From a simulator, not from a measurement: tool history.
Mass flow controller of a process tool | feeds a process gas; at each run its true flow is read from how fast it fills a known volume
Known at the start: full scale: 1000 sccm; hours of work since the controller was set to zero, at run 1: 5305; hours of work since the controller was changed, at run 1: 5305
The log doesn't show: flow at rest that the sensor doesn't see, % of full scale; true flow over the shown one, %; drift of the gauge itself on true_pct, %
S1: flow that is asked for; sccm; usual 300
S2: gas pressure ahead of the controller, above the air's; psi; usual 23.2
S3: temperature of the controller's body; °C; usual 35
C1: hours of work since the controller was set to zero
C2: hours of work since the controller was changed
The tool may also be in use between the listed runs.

run 1 hour=0 | S1=300 S2=23.2 S3=35 | C1=5305 C2=5305 | true_flow_(%)=94.57
run 2 hour=78.4 | S1=300 S2=23.2 S3=35 | C1=5359 C2=5359 | true_flow_(%)=94.64
run 3 hour=208.9 | S1=300 S2=23.2 S3=35 | C1=5448 C2=5448 | true_flow_(%)=94.64
-- hour=281.5 controller exchanged for a calibrated one
run 4 hour=309.5 | S1=300 S2=35.2 S3=35 | C1=19 C2=19 | true_flow_(%)=97.03
run 5 hour=431 | S1=537 S2=23.2 S3=35 | C1=102 C2=102 | true_flow_(%)=98.11
run 6 hour=573.3 | S1=300 S2=23.2 S3=22 | C1=199 C2=199 | true_flow_(%)=98.91
run 7 hour=660.6 | S1=300 S2=23.2 S3=22 | C1=259 C2=259 | true_flow_(%)=98.74
run 8 hour=793.4 | S1=645 S2=23.2 S3=22 | C1=350 C2=350 | true_flow_(%)=99.83
run 9 hour=916.2 | S1=300 S2=23.2 S3=23 | C1=434 C2=434 | true_flow_(%)=98.8
run 10 hour=1067.8 | S1=300 S2=23.2 S3=23 | C1=537 C2=537 | true_flow_(%)=98.53
run 11 hour=1137.4 | S1=300 S2=23.2 S3=23 | C1=585 C2=585 | true_flow_(%)=98.54
run 12 hour=1284.7 | S1=548 S2=33.9 S3=35 | C1=686 C2=686 | true_flow_(%)=97.45
run 13 hour=1441.1 | S1=548 S2=33.9 S3=35 | C1=793 C2=793 | true_flow_(%)=97.42
-- hour=1456.2 controller's zero set anew
run 14 hour=1608.2 | S1=418 S2=33.4 S3=35 | C1=104 C2=906 | true_flow_(%)=96.86
run 15 hour=1728.4 | S1=300 S2=35.1 S3=35 | C1=186 C2=989 | true_flow_(%)=96.46
run 16 hour=1890.6 | S1=300 S2=35.1 S3=35 | C1=297 C2=1099 | true_flow_(%)=96.49
-- hour=1945.9 controller's zero set anew, once more
run 17 hour=1964.2 | S1=293 S2=38.9 S3=24 | C1=12 C2=1149 | true_flow_(%)=97.65
run 18 hour=2125.5 | S1=300 S2=23.2 S3=22 | C1=123 C2=1260 | true_flow_(%)=98.47
run 19 hour=2295.2 | S1=300 S2=22.8 S3=22 | C1=239 C2=1376 | true_flow_(%)=98.43
run 20 hour=2379.8 | S1=300 S2=22.8 S3=22 | C1=297 C2=1433 | true_flow_(%)=98.38
run 21 hour=2477.5 | S1=904 S2=38.6 S3=24 | C1=363 C2=1500 | true_flow_(%)=99.25

Forecast each of these 3 alternatives for the next run:
run A hour=2583.6 | S1=139 S2=20.3 S3=24 | C1=436 C2=1573 | true_flow_(%)=?
run B hour=2583.6 | S1=904 S2=23.2 S3=24 | C1=436 C2=1573 | true_flow_(%)=?
run C hour=2583.6 | S1=206 S2=23.2 S3=22 | C1=436 C2=1573 | true_flow_(%)=?

run=A true_flow_(%)=97.41
run=B true_flow_(%)=99.67
run=C true_flow_(%)=97.98
Without the tool's hidden state the same runs would have given:
run=A true_flow_(%)=98.43
run=B true_flow_(%)=100.06
run=C true_flow_(%)=98.76

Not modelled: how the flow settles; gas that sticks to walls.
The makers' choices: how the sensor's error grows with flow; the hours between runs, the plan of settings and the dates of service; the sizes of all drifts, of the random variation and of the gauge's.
